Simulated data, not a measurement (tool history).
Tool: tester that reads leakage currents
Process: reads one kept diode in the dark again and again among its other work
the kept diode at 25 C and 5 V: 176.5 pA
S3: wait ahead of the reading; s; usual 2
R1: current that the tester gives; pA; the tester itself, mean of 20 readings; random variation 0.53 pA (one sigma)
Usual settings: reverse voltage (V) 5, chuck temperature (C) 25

{"run": 1, "day": 0.0, "reverse voltage (V)": 5, "chuck temperature (C)": 25, "S3": 2, "R1": 188.55}
{"run": 2, "day": 1.8, "reverse voltage (V)": 5, "chuck temperature (C)": 25, "S3": 6.34, "R1": 187.99}
{"run": 3, "day": 4.804, "reverse voltage (V)": 5, "chuck temperature (C)": 25, "S3": 6.34, "R1": 189.51}
{"run": 4, "day": 6.288, "reverse voltage (V)": 5, "chuck temperature (C)": 25, "S3": 2, "R1": 190.26}
{"run": 5, "day": 8.454, "reverse voltage (V)": 5, "chuck temperature (C)": 25, "S3": 3.31, "R1": 191.66}
{"run": 6, "day": 10.762, "reverse voltage (V)": 5, "chuck temperature (C)": 25, "S3": 3.31, "R1": 192.92}
{"run": 7, "day": 12.458, "reverse voltage (V)": 5, "chuck temperature (C)": 25, "S3": 0.34, "R1": 196.61}
{"run": 8, "day": 15.142, "reverse voltage (V)": 5, "chuck temperature (C)": 25, "S3": 0.34, "R1": 197.36}
{"run": 9, "day": 18.262, "reverse voltage (V)": 5, "chuck temperature (C)": 25, "S3": 2, "R1": 194.9}
{"run": 10, "day": 21.254, "reverse voltage (V)": 11.64, "chuck temperature (C)": 25, "S3": 2, "R1": 268.05}
{"run": 11, "day": 22.567, "reverse voltage (V)": 11.64, "chuck temperature (C)": 25, "S3": 2, "R1": 266.74}
{"run": 12, "day": 24.779, "reverse voltage (V)": 1.52, "chuck temperature (C)": 25, "S3": 2, "R1": 129.59}
{"run": 13, "day": 26.808, "reverse voltage (V)": 5, "chuck temperature (C)": 25, "S3": 2, "R1": 198.12}
{"run": 14, "day": 29.875, "reverse voltage (V)": 5, "chuck temperature (C)": 25, "S3": 2, "R1": 199.32}
{"run": 15, "day": 31.567, "reverse voltage (V)": 5, "chuck temperature (C)": 33, "S3": 2, "R1": 412.01}
{"run": 16, "day": 34.658, "reverse voltage (V)": 5, "chuck temperature (C)": 33, "S3": 2, "R1": 414}
{"day": 36.471, "done": "chuck's temperature calibrated"}
{"run": 17, "day": 37.467, "reverse voltage (V)": 5, "chuck temperature (C)": 25, "S3": 3.53, "R1": 205.51}
{"run": 18, "day": 39.417, "reverse voltage (V)": 5, "chuck temperature (C)": 25, "S3": 3.53, "R1": 207.42}
{"run": 19, "day": 41.312, "reverse voltage (V)": 5, "chuck temperature (C)": 25, "S3": 3.53, "R1": 207.32}
{"run": 20, "day": 43.217, "reverse voltage (V)": 5, "chuck temperature (C)": 25, "S3": 0.32, "R1": 212.68}
{"run": 21, "day": 45.408, "reverse voltage (V)": 15.3, "chuck temperature (C)": 34, "S3": 0.9, "R1": 700.23}
{"run": 22, "day": 47.488, "reverse voltage (V)": 15.3, "chuck temperature (C)": 34, "S3": 0.9, "R1": 704.44}
{"run": 23, "day": 49.942, "reverse voltage (V)": 5.57, "chuck temperature (C)": 36, "S3": 0.9, "R1": 579.27}
{"run": 24, "day": 52.683, "reverse voltage (V)": 1.43, "chuck temperature (C)": 29, "S3": 2, "R1": 196.24}
{"day": 53.042, "done": "chuck's temperature calibrated, once more"}
{"run": 25, "day": 54.192, "reverse voltage (V)": 2.48, "chuck temperature (C)": 49, "S3": 2, "R1": 1142.28}
{"run": 26, "day": 56.342, "reverse voltage (V)": 5, "chuck temperature (C)": 27, "S3": 2, "R1": 222.98}
{"run": 27, "day": 58.746, "reverse voltage (V)": 1.17, "chuck temperature (C)": 35, "S3": 1.18, "R1": 273.35}
{"run": 28, "day": 60.204, "reverse voltage (V)": 1.17, "chuck temperature (C)": 35, "S3": 1.18, "R1": 273.27}
{"run": 29, "day": 61.517, "reverse voltage (V)": 1.17, "chuck temperature (C)": 35, "S3": 1.18, "R1": 274.66}
{"run": 30, "day": 63.054, "reverse voltage (V)": 1.89, "chuck temperature (C)": 28, "S3": 1.95, "R1": 174.38}
{"run": 31, "day": 66.083, "reverse voltage (V)": 10.69, "chuck temperature (C)": 31, "S3": 2.13, "R1": 429.47}
{"run": 32, "day": 68.183, "reverse voltage (V)": 10.79, "chuck temperature (C)": 27, "S3": 0.76, "R1": 307.2}
{"run": 33, "day": 71.183, "reverse voltage (V)": 10.79, "chuck temperature (C)": 27, "S3": 0.76, "R1": 310.3}

Run 34 comes next. What will it give?
{"run": 34, "day": 73.062, "reverse voltage (V)": 10.79, "chuck temperature (C)": 27, "S3": 0.76, "R1": "?"}

R1: 309.71 pA
Without the tool's hidden state the same run would have given R1 281.84 pA.
